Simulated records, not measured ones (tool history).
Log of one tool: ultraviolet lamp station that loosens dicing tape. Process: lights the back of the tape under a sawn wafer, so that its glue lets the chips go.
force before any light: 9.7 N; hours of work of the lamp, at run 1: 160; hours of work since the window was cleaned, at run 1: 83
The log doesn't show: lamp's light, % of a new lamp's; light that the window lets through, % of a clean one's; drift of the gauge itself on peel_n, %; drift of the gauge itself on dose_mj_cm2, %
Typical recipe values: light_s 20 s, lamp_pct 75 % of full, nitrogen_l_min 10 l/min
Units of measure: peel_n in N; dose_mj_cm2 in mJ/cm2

run,hour,light_s,lamp_pct,nitrogen_l_min,hours of work of the lamp,hours of work since the window was cleaned,peel_n,dose_mj_cm2
1,0.0,20,75,10,160,83,0.306,349
2,4.5,20,75,10,162,86,0.303,354
3,12.8,20,75,13,167,90,0.253,350
4,17.8,20,75,11,169,93,0.286,352
5,22.7,20,75,8,172,95,0.351,350
6,28.2,20,75,10,175,98,0.290,350
7,37.0,20,75,10,179,103,0.298,350
# hour 37.9: window cleaned of glue's vapour
8,44.0,20,87,10,183,3,0.244,399
9,49.7,20,75,10,186,6,0.315,342
10,53.9,20,75,10,188,8,0.315,340
# hour 55.7: window cleaned of glue's vapour, once more
11,61.9,20,61,10,192,3,0.439,288
12,70.2,20,61,10,197,8,0.447,290
13,78.3,20,61,10,201,12,0.456,285
14,83.5,30,75,10,204,15,0.166,532
15,89.4,30,75,10,207,18,0.172,531
16,96.7,12,60,4,211,22,2.363,170
17,100.9,31,69,19,213,24,0.171,508
18,106.0,20,94,4,215,27,0.359,446
19,112.0,22,67,10,219,30,0.311,348
20,118.0,22,67,10,222,33,0.297,344
21,126.6,17,74,10,226,38,0.441,296
22,135.4,17,74,10,231,42,0.440,292
23,141.7,39,83,3,234,46,0.181,753
24,148.7,15,75,10,238,49,0.580,263
25,153.0,15,75,7,240,52,0.736,263

Branching from run 25: 3 alternative next runs. What would each branch give?
A,160.2,20,91,5,244,55,?,?
B,160.2,14,75,10,244,55,?,?
C,160.2,14,60,13,244,55,?,?

run,peel_n,dose_mj_cm2
A,0.331,424
B,0.667,247
C,0.944,197
The same runs, with their run-to-run variation unchanged, on a tool lacking any hidden condition would have given:
run,peel_n,dose_mj_cm2
A,0.292,450
B,0.583,262
C,0.831,209

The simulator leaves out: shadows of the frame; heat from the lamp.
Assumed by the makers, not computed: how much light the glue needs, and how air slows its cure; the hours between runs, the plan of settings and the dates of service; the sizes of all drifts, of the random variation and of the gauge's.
